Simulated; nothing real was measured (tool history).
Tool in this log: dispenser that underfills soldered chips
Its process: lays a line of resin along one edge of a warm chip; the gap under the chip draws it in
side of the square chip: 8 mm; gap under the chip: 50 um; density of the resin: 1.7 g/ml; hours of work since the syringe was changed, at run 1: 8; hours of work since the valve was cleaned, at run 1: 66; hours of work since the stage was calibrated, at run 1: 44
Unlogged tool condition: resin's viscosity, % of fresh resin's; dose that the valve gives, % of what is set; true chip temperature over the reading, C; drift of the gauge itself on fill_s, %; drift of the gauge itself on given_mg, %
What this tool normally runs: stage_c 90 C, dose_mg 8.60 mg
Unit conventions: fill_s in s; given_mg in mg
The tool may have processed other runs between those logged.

| run | hour | stage_c | dose_mg | hours of work since the syringe was changed | hours of work since the valve was cleaned | hours of work since the stage was calibrated | fill_s | given_mg |
|---|---|---|---|---|---|---|---|---|
| 1 | 0.0 | 90 | 8.60 | 8 | 66 | 44 | 61.0 | 8.24 |
|  | 1.7 | new syringe of resin |
| 2 | 8.5 | 90 | 8.60 | 5 | 72 | 50 | 52.3 | 8.14 |
|  | 13.5 | new syringe of resin |
| 3 | 17.3 | 90 | 8.60 | 3 | 78 | 56 | 45.1 | 8.14 |
|  | 25.3 | new syringe of resin |
| 4 | 25.3 | 90 | 8.42 | 0 | 84 | 62 | 37.5 | 7.91 |
| 5 | 34.2 | 90 | 11.05 | 7 | 91 | 69 | 56.1 | 10.25 |
|  | 36.5 | new syringe of resin |
|  | 45.2 | dispensing valve cleaned and set on the balance |
| 6 | 45.2 | 90 | 11.05 | 6 | 0 | 76 | 53.0 | 11.03 |
|  | 49.5 | new syringe of resin |
| 7 | 55.6 | 90 | 11.05 | 5 | 8 | 83 | 48.1 | 11.00 |
|  | 61.0 | new syringe of resin |
| 8 | 66.0 | 90 | 11.05 | 4 | 15 | 91 | 47.5 | 10.94 |
|  | 72.2 | new syringe of resin |
| 9 | 81.6 | 90 | 11.05 | 7 | 27 | 102 | 57.6 | 10.84 |
|  | 84.4 | new syringe of resin |
|  | 96.1 | new syringe of resin |
| 10 | 97.0 | 90 | 11.05 | 1 | 38 | 113 | 38.7 | 10.71 |
|  | 107.7 | new syringe of resin |
| 11 | 111.9 | 90 | 11.05 | 3 | 48 | 124 | 44.5 | 10.63 |
|  | 119.4 | new syringe of resin |
| 12 | 123.9 | 90 | 11.05 | 3 | 57 | 133 | 47.0 | 10.58 |
|  | 131.3 | new syringe of resin |
| 13 | 139.7 | 89 | 8.60 | 6 | 69 | 145 | 59.3 | 8.16 |
|  | 143.4 | new syringe of resin |
| 14 | 153.0 | 89 | 8.60 | 7 | 78 | 154 | 63.8 | 8.04 |
|  | 154.8 | new syringe of resin |
|  | 166.1 | new syringe of resin |
| 15 | 169.5 | 89 | 8.60 | 3 | 90 | 166 | 46.9 | 7.99 |
|  | 177.5 | new syringe of resin |
|  | 181.3 | dispensing valve cleaned and set on the balance |
| 16 | 181.4 | 84 | 8.60 | 2 | 0 | 174 | 57.0 | 8.62 |
|  | 190.7 | new syringe of resin |
| 17 | 193.1 | 84 | 8.60 | 2 | 9 | 183 | 55.9 | 8.55 |
|  | 202.0 | new syringe of resin |
| 18 | 203.3 | 101 | 9.51 | 1 | 16 | 190 | 26.9 | 9.37 |
| 19 | 210.7 | 89 | 9.94 | 6 | 21 | 195 | 61.5 | 9.80 |
|  | 213.9 | new syringe of resin |
| 20 | 224.6 | 77 | 8.60 | 8 | 32 | 206 | 109.9 | 8.38 |
|  | 225.8 | new syringe of resin |
| 21 | 232.8 | 92 | 10.44 | 5 | 37 | 212 | 49.1 | 10.15 |
|  | 237.3 | new syringe of resin |
| 22 | 247.0 | 92 | 10.44 | 7 | 48 | 222 | 56.1 | 10.10 |
|  | 248.4 | new syringe of resin |
|  | 259.7 | new syringe of resin |
| 23 | 259.7 | 99 | 7.82 | 0 | 57 | 231 | 28.6 | 7.43 |
|  | 271.1 | new syringe of resin |
| 24 | 274.2 | 99 | 10.71 | 2 | 67 | 241 | 31.5 | 10.20 |
|  | 282.5 | new syringe of resin |
| 25 | 290.9 | 80 | 8.33 | 6 | 80 | 254 | 88.3 | 7.81 |
|  | 294.2 | new syringe of resin |
|  | 305.5 | new syringe of resin |
| 26 | 307.8 | 80 | 8.33 | 2 | 92 | 266 | 68.2 | 7.77 |
|  | 317.1 | dispensing valve cleaned and set on the balance |
|  | 318.5 | new syringe of resin |
| 27 | 320.2 | 97 | 11.10 | 1 | 2 | 274 | 32.4 | 11.05 |
|  | 330.8 | new syringe of resin |
| 28 | 331.5 | 96 | 10.40 | 1 | 10 | 282 | 31.8 | 10.27 |
|  | 342.0 | new syringe of resin |
| 29 | 342.0 | 104 | 10.99 | 0 | 18 | 290 | 22.5 | 10.77 |
| 30 | 350.9 | 95 | 9.89 | 7 | 25 | 297 | 50.7 | 9.67 |
|  | 353.9 | new syringe of resin |
|  | 365.4 | new syringe of resin |
| 31 | 365.4 | 93 | 10.59 | 0 | 35 | 307 | 35.0 | 10.19 |
|  | 376.8 | new syringe of resin |
| 32 | 381.5 | 93 | 10.59 | 4 | 47 | 319 | 44.7 | 10.18 |
|  | 389.0 | new syringe of resin |
| 33 | 389.7 | 95 | 9.03 | 1 | 53 | 325 | 33.4 | 8.64 |

Entry by entry between the runs, the difference in hidden state between the last listed run before and the first listed run after:
Logged between run 1 and run 2: new syringe of resin (hour 1.7)
  resin's viscosity, % of fresh resin's: 164.2 -> 139.1; dose that the valve gives, % of what is set: 95.08 -> 94.57; true chip temperature over the reading, C: -0.24 -> -0.27
  measured less the result without the state, fill_s: +24.4 -> +15.5 s; given_mg: -0.42 -> -0.47 mg
Logged between run 2 and run 3: new syringe of resin (hour 13.5)
  resin's viscosity, % of fresh resin's: 139.1 -> 118.8; dose that the valve gives, % of what is set: 94.57 -> 94.09; true chip temperature over the reading, C: -0.27 -> -0.31
  measured less the result without the state, fill_s: +15.5 -> +7.9 s; given_mg: -0.47 -> -0.51 mg
Logged between run 3 and run 4: new syringe of resin (hour 25.3)
  resin's viscosity, % of fresh resin's: 118.8 -> 100.3; dose that the valve gives, % of what is set: 94.09 -> 93.66; true chip temperature over the reading, C: -0.31 -> -0.34
  measured less the result without the state, fill_s: +7.9 -> +0.9 s; given_mg: -0.51 -> -0.53 mg
Logged between run 5 and run 6: new syringe of resin (hour 36.5); dispensing valve cleaned and set on the balance (hour 45.2)
  resin's viscosity, % of fresh resin's: 153.1 -> 143.9; dose that the valve gives, % of what is set: 93.15 -> 100.11; true chip temperature over the reading, C: -0.38 -> -0.42
  measured less the result without the state, fill_s: +20.2 -> +16.7 s; given_mg: -0.75 -> +0.01 mg
Logged between run 6 and run 7: new syringe of resin (hour 49.5)
  resin's viscosity, % of fresh resin's: 143.9 -> 131.4; dose that the valve gives, % of what is set: 100.11 -> 99.54; true chip temperature over the reading, C: -0.42 -> -0.47
  measured less the result without the state, fill_s: +16.7 -> +12.2 s; given_mg: +0.01 -> -0.05 mg
Logged between run 7 and run 8: new syringe of resin (hour 61.0)
  resin's viscosity, % of fresh resin's: 131.4 -> 127.7; dose that the valve gives, % of what is set: 99.54 -> 98.93; true chip temperature over the reading, C: -0.47 -> -0.51
  measured less the result without the state, fill_s: +12.2 -> +10.9 s; given_mg: -0.05 -> -0.12 mg
Logged between run 8 and run 9: new syringe of resin (hour 72.2)
  resin's viscosity, % of fresh resin's: 127.7 -> 153.6; dose that the valve gives, % of what is set: 98.93 -> 97.97; true chip temperature over the reading, C: -0.51 -> -0.58
  measured less the result without the state, fill_s: +10.9 -> +20.7 s; given_mg: -0.12 -> -0.22 mg
Logged between run 9 and run 10: new syringe of resin (hour 84.4); new syringe of resin (hour 96.1)
  resin's viscosity, % of fresh resin's: 153.6 -> 103.7; dose that the valve gives, % of what is set: 97.97 -> 97.14; true chip temperature over the reading, C: -0.58 -> -0.65
  measured less the result without the state, fill_s: +20.7 -> +2.3 s; given_mg: -0.22 -> -0.32 mg
Logged between run 10 and run 11: new syringe of resin (hour 107.7)
  resin's viscosity, % of fresh resin's: 103.7 -> 120.4; dose that the valve gives, % of what is set: 97.14 -> 96.28; true chip temperature over the reading, C: -0.65 -> -0.72
  measured less the result without the state, fill_s: +2.3 -> +8.6 s; given_mg: -0.32 -> -0.41 mg
Logged between run 11 and run 12: new syringe of resin (hour 119.4)
  resin's viscosity, % of fresh resin's: 120.4 -> 122.6; dose that the valve gives, % of what is set: 96.28 -> 95.62; true chip temperature over the reading, C: -0.72 -> -0.77
  measured less the result without the state, fill_s: +8.6 -> +9.8 s; given_mg: -0.41 -> -0.48 mg
Logged between run 12 and run 13: new syringe of resin (hour 131.3)
  resin's viscosity, % of fresh resin's: 122.6 -> 148.5; dose that the valve gives, % of what is set: 95.62 -> 94.71; true chip temperature over the reading, C: -0.77 -> -0.84
  measured less the result without the state, fill_s: +9.8 -> +20.9 s; given_mg: -0.48 -> -0.46 mg
Logged between run 13 and run 14: new syringe of resin (hour 143.4)
  resin's viscosity, % of fresh resin's: 148.5 -> 158.3; dose that the valve gives, % of what is set: 94.71 -> 93.99; true chip temperature over the reading, C: -0.84 -> -0.9
  measured less the result without the state, fill_s: +20.9 -> +25.0 s; given_mg: -0.46 -> -0.52 mg
Logged between run 14 and run 15: new syringe of resin (hour 154.8); new syringe of resin (hour 166.1)
  resin's viscosity, % of fresh resin's: 158.3 -> 118.2; dose that the valve gives, % of what is set: 93.99 -> 93.04; true chip temperature over the reading, C: -0.9 -> -0.97
  measured less the result without the state, fill_s: +25.0 -> +9.1 s; given_mg: -0.52 -> -0.59 mg
Logged between run 15 and run 16: new syringe of resin (hour 177.5); dispensing valve cleaned and set on the balance (hour 181.3)
  resin's viscosity, % of fresh resin's: 118.2 -> 116.4; dose that the valve gives, % of what is set: 93.04 -> 100.03; true chip temperature over the reading, C: -0.97 -> -1.02
  measured less the result without the state, fill_s: +9.1 -> +10.0 s; given_mg: -0.59 -> +0.01 mg
Logged between run 16 and run 17: new syringe of resin (hour 190.7)
  resin's viscosity, % of fresh resin's: 116.4 -> 113; dose that the valve gives, % of what is set: 100.03 -> 99.41; true chip temperature over the reading, C: -1.02 -> -1.07
  measured less the result without the state, fill_s: +10.0 -> +8.5 s; given_mg: +0.01 -> -0.05 mg
Logged between run 17 and run 18: new syringe of resin (hour 202.0)
  resin's viscosity, % of fresh resin's: 113 -> 108.4; dose that the valve gives, % of what is set: 99.41 -> 98.9; true chip temperature over the reading, C: -1.07 -> -1.11
  measured less the result without the state, fill_s: +8.5 -> +3.1 s; given_mg: -0.05 -> -0.11 mg
Logged between run 19 and run 20: new syringe of resin (hour 213.9)
  resin's viscosity, % of fresh resin's: 154.6 -> 167; dose that the valve gives, % of what is set: 98.44 -> 97.59; true chip temperature over the reading, C: -1.14 -> -1.2
  measured less the result without the state, fill_s: +23.6 -> +47.4 s; given_mg: -0.16 -> -0.21 mg
Logged between run 20 and run 21: new syringe of resin (hour 225.8)
  resin's viscosity, % of fresh resin's: 167 -> 138.8; dose that the valve gives, % of what is set: 97.59 -> 97.11; true chip temperature over the reading, C: -1.2 -> -1.24
  measured less the result without the state, fill_s: +47.4 -> +15.4 s; given_mg: -0.21 -> -0.30 mg
Logged between run 21 and run 22: new syringe of resin (hour 237.3)
  resin's viscosity, % of fresh resin's: 138.8 -> 158; dose that the valve gives, % of what is set: 97.11 -> 96.23; true chip temperature over the reading, C: -1.24 -> -1.3
  measured less the result without the state, fill_s: +15.4 -> +22.5 s; given_mg: -0.30 -> -0.39 mg
Logged between run 22 and run 23: new syringe of resin (hour 248.4); new syringe of resin (hour 259.7)
  resin's viscosity, % of fresh resin's: 158 -> 101.2; dose that the valve gives, % of what is set: 96.23 -> 95.53; true chip temperature over the reading, C: -1.3 -> -1.36
  measured less the result without the state, fill_s: +22.5 -> +2.0 s; given_mg: -0.39 -> -0.35 mg
Logged between run 23 and run 24: new syringe of resin (hour 271.1)
  resin's viscosity, % of fresh resin's: 101.2 -> 114.8; dose that the valve gives, % of what is set: 95.53 -> 94.72; true chip temperature over the reading, C: -1.36 -> -1.42
  measured less the result without the state, fill_s: +2.0 -> +5.5 s; given_mg: -0.35 -> -0.57 mg
Logged between run 24 and run 25: new syringe of resin (hour 282.5)
  resin's viscosity, % of fresh resin's: 114.8 -> 149.2; dose that the valve gives, % of what is set: 94.72 -> 93.74; true chip temperature over the reading, C: -1.42 -> -1.48
  measured less the result without the state, fill_s: +5.5 -> +33.1 s; given_mg: -0.57 -> -0.53 mg
Logged between run 25 and run 26: new syringe of resin (hour 294.2); new syringe of resin (hour 305.5)
  resin's viscosity, % of fresh resin's: 149.2 -> 113.6; dose that the valve gives, % of what is set: 93.74 -> 92.75; true chip temperature over the reading, C: -1.48 -> -1.55
  measured less the result without the state, fill_s: +33.1 -> +12.5 s; given_mg: -0.53 -> -0.61 mg
Logged between run 26 and run 27: dispensing valve cleaned and set on the balance (hour 317.1); new syringe of resin (hour 318.5)
  resin's viscosity, % of fresh resin's: 113.6 -> 108.6; dose that the valve gives, % of what is set: 92.75 -> 99.55; true chip temperature over the reading, C: -1.55 -> -1.6
  measured less the result without the state, fill_s: +12.5 -> +4.2 s; given_mg: -0.61 -> -0.05 mg
Logged between run 27 and run 28: new syringe of resin (hour 330.8)
  resin's viscosity, % of fresh resin's: 108.6 -> 104.5; dose that the valve gives, % of what is set: 99.55 -> 98.82; true chip temperature over the reading, C: -1.6 -> -1.65
  measured less the result without the state, fill_s: +4.2 -> +3.2 s; given_mg: -0.05 -> -0.12 mg
Logged between run 28 and run 29: new syringe of resin (hour 342.0)
  resin's viscosity, % of fresh resin's: 104.5 -> 100.5; dose that the valve gives, % of what is set: 98.82 -> 98.24; true chip temperature over the reading, C: -1.65 -> -1.7
  measured less the result without the state, fill_s: +3.2 -> +1.4 s; given_mg: -0.12 -> -0.19 mg
Logged between run 30 and run 31: new syringe of resin (hour 353.9); new syringe of resin (hour 365.4)
  resin's viscosity, % of fresh resin's: 153.7 -> 100.9; dose that the valve gives, % of what is set: 97.73 -> 96.9; true chip temperature over the reading, C: -1.74 -> -1.8
  measured less the result without the state, fill_s: +19.7 -> +2.6 s; given_mg: -0.22 -> -0.33 mg
Logged between run 31 and run 32: new syringe of resin (hour 376.8)
  resin's viscosity, % of fresh resin's: 100.9 -> 126.7; dose that the valve gives, % of what is set: 96.9 -> 96.01; true chip temperature over the reading, C: -1.8 -> -1.86
  measured less the result without the state, fill_s: +2.6 -> +11.9 s; given_mg: -0.33 -> -0.43 mg
Logged between run 32 and run 33: new syringe of resin (hour 389.0)
  resin's viscosity, % of fresh resin's: 126.7 -> 103.3; dose that the valve gives, % of what is set: 96.01 -> 95.57; true chip temperature over the reading, C: -1.86 -> -1.89
  measured less the result without the state, fill_s: +11.9 -> +3.5 s; given_mg: -0.43 -> -0.40 mg

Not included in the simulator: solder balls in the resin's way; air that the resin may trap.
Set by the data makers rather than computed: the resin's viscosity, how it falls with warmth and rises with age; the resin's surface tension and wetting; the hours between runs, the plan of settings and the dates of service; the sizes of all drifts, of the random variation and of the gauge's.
